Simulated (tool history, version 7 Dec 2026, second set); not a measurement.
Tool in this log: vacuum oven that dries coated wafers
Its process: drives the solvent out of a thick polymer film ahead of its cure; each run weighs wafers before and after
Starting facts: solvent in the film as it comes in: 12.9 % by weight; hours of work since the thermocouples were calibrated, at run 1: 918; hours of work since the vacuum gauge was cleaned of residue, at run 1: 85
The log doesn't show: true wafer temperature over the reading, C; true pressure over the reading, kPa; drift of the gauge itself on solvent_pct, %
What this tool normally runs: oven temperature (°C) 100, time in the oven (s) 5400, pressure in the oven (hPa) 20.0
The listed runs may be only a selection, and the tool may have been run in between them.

run   hour  oven temperature (°C)  time in the oven (s)  pressure in the oven (hPa)  hours of work since the thermocouples were calibrated  hours of work since the vacuum gauge was cleaned of residue  solvent left in the film (%)
  1    0.0                    100                  5400                        20.0                                                    918                                                           85                          2.87
  2   24.6                    100                  5400                        62.2                                                    928                                                           96                          8.10
  3   42.6                    100                  5400                        62.2                                                    936                                                          103                          8.03
  4   66.6                     88                  5400                        20.0                                                    946                                                          114                          5.55
  5   88.7                     88                  5400                        20.0                                                    956                                                          123                          5.55
  6  112.7                     89                  5400                        20.0                                                    966                                                          134                          5.18
  7  128.2                     89                  5400                        74.4                                                    973                                                          140                         13.10
  8  140.3                    100                  5400                        26.1                                                    978                                                          146                          3.56
  9  160.4                    100                  5400                        26.1                                                    987                                                          154                          3.62
 10  183.9                    100                  9660                        20.0                                                    997                                                          165                          2.64
 11  200.5                    100                  9660                        20.0                                                   1004                                                          172                          2.64
 12  214.4                    100                  9660                        20.0                                                   1010                                                          178                          2.68
 13  231.2                    100                  9660                        20.0                                                   1018                                                          185                          2.67
 14  248.6                    100                  9660                        20.0                                                   1025                                                          193                          2.69
 15  269.9                    100                  9660                        20.0                                                   1034                                                          202                          2.60
 16  286.0                    100                  9660                        20.0                                                   1041                                                          209                          2.65
 17  301.9                    100                  9660                        20.0                                                   1048                                                          216                          2.71
 18  323.3                    100                  5400                        28.9                                                   1057                                                          225                          3.85
 19  337.1                    100                  5400                        28.9                                                   1063                                                          231                          3.87
 20  358.7                    100                  5400                        28.9                                                   1073                                                          240                          3.99
 21  380.5                    100                  5400                        28.9                                                   1082                                                          250                          3.91
 22  398.0                     95                  3360                        12.2                                                   1090                                                          257                          3.78
 23  414.4                     95                  5340                        21.8                                                   1097                                                          264                          3.99
 24  436.6                     95                  5340                        21.8                                                   1106                                                          274                          4.04
 25  448.2                    101                  5400                        12.6                                                   1111                                                          279                          1.87
 26  466.4                    101                  5400                        12.6                                                   1119                                                          287                          1.91
 27  490.8                     87                  5400                        20.0                                                   1130                                                          297                          5.94
 28  501.0                     87                  5400                        20.0                                                   1134                                                          302                          5.84
 29  522.2                    100                  5400                        74.0                                                   1143                                                          311                          9.47
 30  536.4                    100                  5400                        74.0                                                   1150                                                          317                          9.43
 31  554.3                    108                  9240                        20.0                                                   1157                                                          325                          2.08

Run 32 has not been measured yet. What should we expect?
     562.6  -- oven's thermocouples calibrated
 32  576.6                     90                  3900                        25.0                                                      6                                                          334                             ?

{"run 32": {"solvent left in the film (%)": 7.17}}
If the tool had no hidden condition, the same run with the same run-to-run variation would have returned solvent left in the film (%) 6.98.
